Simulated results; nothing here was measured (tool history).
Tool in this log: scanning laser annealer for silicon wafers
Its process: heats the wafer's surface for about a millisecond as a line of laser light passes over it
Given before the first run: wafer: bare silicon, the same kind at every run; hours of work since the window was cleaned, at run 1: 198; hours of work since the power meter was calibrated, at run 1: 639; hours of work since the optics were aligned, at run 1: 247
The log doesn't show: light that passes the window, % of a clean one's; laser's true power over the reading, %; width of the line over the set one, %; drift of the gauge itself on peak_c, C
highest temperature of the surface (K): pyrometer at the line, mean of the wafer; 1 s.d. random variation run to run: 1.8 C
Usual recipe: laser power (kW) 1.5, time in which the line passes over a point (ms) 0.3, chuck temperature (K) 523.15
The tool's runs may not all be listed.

run,hour,laser power (kW),time in which the line passes over a point (ms),chuck temperature (K),hours of work since the window was cleaned,hours of work since the power meter was calibrated,hours of work since the optics were aligned,highest temperature of the surface (K)
1,0,1.5,0.3,523.15,198,639,247,1326.15
2,13.2,1.5,0.3,523.15,207,648,255,1325.15
3,39.3,1.5,0.3,523.15,224,665,272,1326.15
4,58.6,1.456,0.3,523.15,236,678,285,1303.15
5,71.8,1.624,0.3,523.15,245,686,293,1385.15
6,84.8,1.624,0.3,503.15,253,695,302,1365.15
7,106.3,1.5,0.3,523.15,267,709,316,1327.15
8,129.5,1.5,0.226,523.15,283,724,331,1223.15
9,154.2,1.5,0.226,523.15,299,740,347,1228.15
10,174.3,1.293,0.222,489.15,312,753,360,1097.15
11,196.5,1.5,0.276,530.15,326,767,375,1302.15
12,219.1,1.351,0.245,523.15,341,782,390,1183.15
13,232.7,1.574,0.269,523.15,350,791,398,1320.15
14,261.1,1.574,0.269,523.15,368,810,417,1320.15
# hour 265.4: window over the wafer cleaned
15,280.6,1.574,0.269,523.15,10,821,428,1320.15
16,305.6,1.5,0.253,540.15,26,837,445,1285.15
17,318.2,1.5,0.3,547.15,34,846,453,1352.15
18,340.8,1.399,0.291,523.15,49,860,468,1266.15

Forecast each of these 4 alternatives for the next run:
A,357.9,1.558,0.364,528.15,60,871,479,?
B,357.9,1.399,0.291,506.15,60,871,479,?
C,357.9,1.319,0.291,523.15,60,871,479,?
D,357.9,1.388,0.316,536.15,60,871,479,?

run,highest temperature of the surface (K)
A,1441.15
B,1253.15
C,1230.15
D,1304.15
Without the tool's unlogged condition, the same runs would have read:
run,highest temperature of the surface (K)
A,1441.15
B,1253.15
C,1231.15
D,1305.15
